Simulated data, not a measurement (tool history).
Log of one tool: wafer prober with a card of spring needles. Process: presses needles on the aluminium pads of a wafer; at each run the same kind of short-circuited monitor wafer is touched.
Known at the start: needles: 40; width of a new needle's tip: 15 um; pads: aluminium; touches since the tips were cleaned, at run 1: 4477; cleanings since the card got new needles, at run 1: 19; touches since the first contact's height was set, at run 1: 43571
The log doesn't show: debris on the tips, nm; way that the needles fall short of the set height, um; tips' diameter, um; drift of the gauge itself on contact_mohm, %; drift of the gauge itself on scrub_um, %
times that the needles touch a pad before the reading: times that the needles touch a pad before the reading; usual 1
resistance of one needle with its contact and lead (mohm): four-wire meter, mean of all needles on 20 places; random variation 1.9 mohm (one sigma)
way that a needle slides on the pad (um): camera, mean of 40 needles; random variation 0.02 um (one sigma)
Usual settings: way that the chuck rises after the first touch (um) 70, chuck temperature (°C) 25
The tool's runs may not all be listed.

| run | hour | way that the chuck rises after the first touch (um) | chuck temperature (°C) | times that the needles touch a pad before the reading | touches since the tips were cleaned | cleanings since the card got new needles | touches since the first contact's height was set | resistance of one needle with its contact and lead (mohm) | way that a needle slides on the pad (um) |
|---|---|---|---|---|---|---|---|---|---|
| 1 | 0 | 70 | 25 | 1 | 4477 | 19 | 43571 | 206 | 18.05 |
|  | 5.5 | tips cleaned on abrasive film |
|  | 21.2 | tips cleaned on abrasive film |
| 2 | 34.5 | 70 | 25 | 1 | 6506 | 21 | 60291 | 206 | 18.12 |
|  | 37.9 | tips cleaned on abrasive film |
|  | 54.4 | tips cleaned on abrasive film |
| 3 | 67.5 | 70 | 25 | 1 | 6388 | 23 | 76306 | 205 | 18.12 |
|  | 71 | tips cleaned on abrasive film |
|  | 87.1 | tips cleaned on abrasive film |
| 4 | 91.2 | 67 | 25 | 1 | 1986 | 25 | 87730 | 205 | 17.34 |
|  | 101.3 | tips cleaned on abrasive film |
|  | 116.8 | tips cleaned on abrasive film |
|  | 117.1 | height of the first contact set anew |
|  | 130.5 | tips cleaned on abrasive film |
| 5 | 130.9 | 70 | 25 | 1 | 156 | 28 | 6672 | 207 | 18.1 |
|  | 144.2 | tips cleaned on abrasive film |
|  | 159 | tips cleaned on abrasive film |
|  | 174 | tips cleaned on abrasive film |
| 6 | 174 | 70 | 25 | 1 | 0 | 31 | 27563 | 204 | 18.08 |
|  | 190.3 | tips cleaned on abrasive film |
|  | 207 | tips cleaned on abrasive film |
| 7 | 216.6 | 70 | 25 | 1 | 4714 | 33 | 48242 | 204 | 18.1 |
|  | 223.4 | tips cleaned on abrasive film |
|  | 239.1 | tips cleaned on abrasive film |
| 8 | 240.2 | 70 | 25 | 1 | 543 | 35 | 59636 | 205 | 18.1 |
|  | 254.3 | tips cleaned on abrasive film |
|  | 270.3 | tips cleaned on abrasive film |
|  | 286.3 | tips cleaned on abrasive film |
| 9 | 295.8 | 70 | 25 | 1 | 4620 | 38 | 86592 | 206 | 18.11 |
|  | 302.6 | tips cleaned on abrasive film |
|  | 318.6 | tips cleaned on abrasive film |
|  | 325.5 | height of the first contact set anew |
|  | 334.6 | tips cleaned on abrasive film |
|  | 349.5 | tips cleaned on abrasive film |
| 10 | 349.5 | 70 | 59 | 1 | 0 | 42 | 11589 | 213 | 18.08 |
|  | 366.3 | tips cleaned on abrasive film |
|  | 383 | tips cleaned on abrasive film |
| 11 | 395.4 | 70 | 59 | 1 | 6035 | 44 | 33874 | 214 | 18.08 |
|  | 398.9 | tips cleaned on abrasive film |
|  | 414.6 | tips cleaned on abrasive film |
| 12 | 427.4 | 85 | 25 | 1 | 6260 | 46 | 49363 | 202 | 22 |
|  | 430.9 | tips cleaned on abrasive film |
|  | 446.7 | tips cleaned on abrasive film |
| 13 | 453 | 85 | 25 | 1 | 3025 | 48 | 61723 | 204 | 21.98 |
|  | 461.7 | tips cleaned on abrasive film |
|  | 477.2 | tips cleaned on abrasive film |
| 14 | 477.5 | 70 | 98 | 1 | 187 | 50 | 73610 | 226 | 18.13 |
|  | 490.8 | tips cleaned on abrasive film |
| 15 | 503.5 | 64 | 36 | 1 | 6168 | 51 | 86202 | 207 | 16.52 |

Forecast run 16:
|  | 506.9 | tips cleaned on abrasive film |
|  | 522.8 | tips cleaned on abrasive film |
|  | 533.1 | height of the first contact set anew |
|  | 538.8 | tips cleaned on abrasive film |
| 16 | 547.8 | 64 | 36 | 1 | 4393 | 54 | 7141 | ? | ? |

{"run 16": {"resistance of one needle with its contact and lead (mohm)": 213, "way that a needle slides on the pad (um)": 16.58}}
Without the tool's hidden state the same run would have given resistance of one needle with its contact and lead (mohm) 212, way that a needle slides on the pad (um) 16.58.
